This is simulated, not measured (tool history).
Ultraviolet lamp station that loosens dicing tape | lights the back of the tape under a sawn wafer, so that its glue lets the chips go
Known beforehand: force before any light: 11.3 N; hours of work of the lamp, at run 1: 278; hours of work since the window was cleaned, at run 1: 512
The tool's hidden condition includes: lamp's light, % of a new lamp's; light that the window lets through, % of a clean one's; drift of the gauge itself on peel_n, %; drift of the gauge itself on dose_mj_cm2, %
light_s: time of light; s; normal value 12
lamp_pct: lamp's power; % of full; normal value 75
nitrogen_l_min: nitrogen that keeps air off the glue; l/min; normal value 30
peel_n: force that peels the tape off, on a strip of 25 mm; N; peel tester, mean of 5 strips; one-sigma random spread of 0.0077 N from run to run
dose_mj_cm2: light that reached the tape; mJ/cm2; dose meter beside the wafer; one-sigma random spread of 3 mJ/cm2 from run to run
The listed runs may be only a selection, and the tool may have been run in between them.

run,hour,light_s,lamp_pct,nitrogen_l_min,hours of work of the lamp,hours of work since the window was cleaned,peel_n,dose_mj_cm2
1,0,12,75,30,278,512,0.422,379
2,11.7,12,75,30,286,521,0.422,381
3,25.2,12,75,30,296,531,0.422,380
4,51,12,75,30,316,550,0.436,377
# hour 56.6: window cleaned of glue's vapour
5,65.8,12,75,30,327,7,0.466,365
6,82.6,12,75,30,339,20,0.471,361
7,96.7,12,75,30,350,30,0.485,365
8,122.4,12,75,30,369,49,0.501,365
9,148.9,12,75,30,389,69,0.487,351
10,162.2,12,75,30,399,79,0.505,357
11,184.4,12,75,30,416,96,0.506,356
12,198.8,12,75,30,426,107,0.516,350
13,211.4,12,75,30,436,116,0.505,354
# hour 217.3: window cleaned of glue's vapour, once more
14,227.8,12,75,30,448,8,0.39,391
15,254.6,12,70,30,468,28,0.487,357
16,275.6,15,75,30,484,44,0.23,481
17,298.9,19,75,30,501,61,0.153,603
18,318.5,19,75,30,516,76,0.145,604
19,344,11,75,30,535,95,0.515,348
20,366.4,11,75,30,552,112,0.551,342
21,379.3,12,75,30,561,122,0.445,367
22,405.8,12,75,30,581,141,0.453,367
23,421.6,6,71,41,593,153,2.052,177
24,444.2,18,75,15,610,170,0.257,548
25,460.9,12,73,30,623,183,0.511,348
26,481.8,12,79,25,638,198,0.468,382
27,501.4,19,75,54,653,213,0.141,570
28,520,11,66,34,667,227,0.768,290
29,531.4,12,63,37,675,236,0.682,302
30,556.8,17,88,40,694,255,0.152,589
31,578.7,17,88,40,711,271,0.161,586
32,602.9,12,88,15,729,289,0.547,407
33,615.4,12,81,30,738,299,0.43,378
34,633.9,11,75,20,752,312,0.832,318
35,652.4,18,86,50,766,326,0.145,597
36,667.8,18,70,9,778,338,0.508,483
37,680.2,10,70,15,787,347,1.467,264
38,702.6,10,70,15,804,364,1.444,266
39,725.1,10,61,14,821,381,2.024,233
40,736.3,10,61,14,829,389,1.972,227
41,755.1,10,62,43,843,403,1.146,234
42,766,14,60,9,851,412,1.461,309
43,778.7,10,60,11,861,421,2.316,222
44,796.5,6,73,38,874,434,2.333,154

Take each entry between the runs: how does the hidden state at the last listed run before it differ from the hidden state at the first listed run after it?
From run 4 to run 5: window cleaned of glue's vapour (hour 56.6)
  lamp's light, % of a new lamp's: 92.7 -> 92.5; light that the window lets through, % of a clean one's: 92.7 -> 90
  measured value less the no-hidden-state value, peel_n: +0.138 -> +0.175 N; dose_mj_cm2: -61 -> -74 mJ/cm2
From run 13 to run 14: window cleaned of glue's vapour, once more (hour 217.3)
  lamp's light, % of a new lamp's: 90.2 -> 89.9; light that the window lets through, % of a clean one's: 88.7 -> 98.9
  measured value less the no-hidden-state value, peel_n: +0.22 -> +0.1 N; dose_mj_cm2: -88 -> -48 mJ/cm2
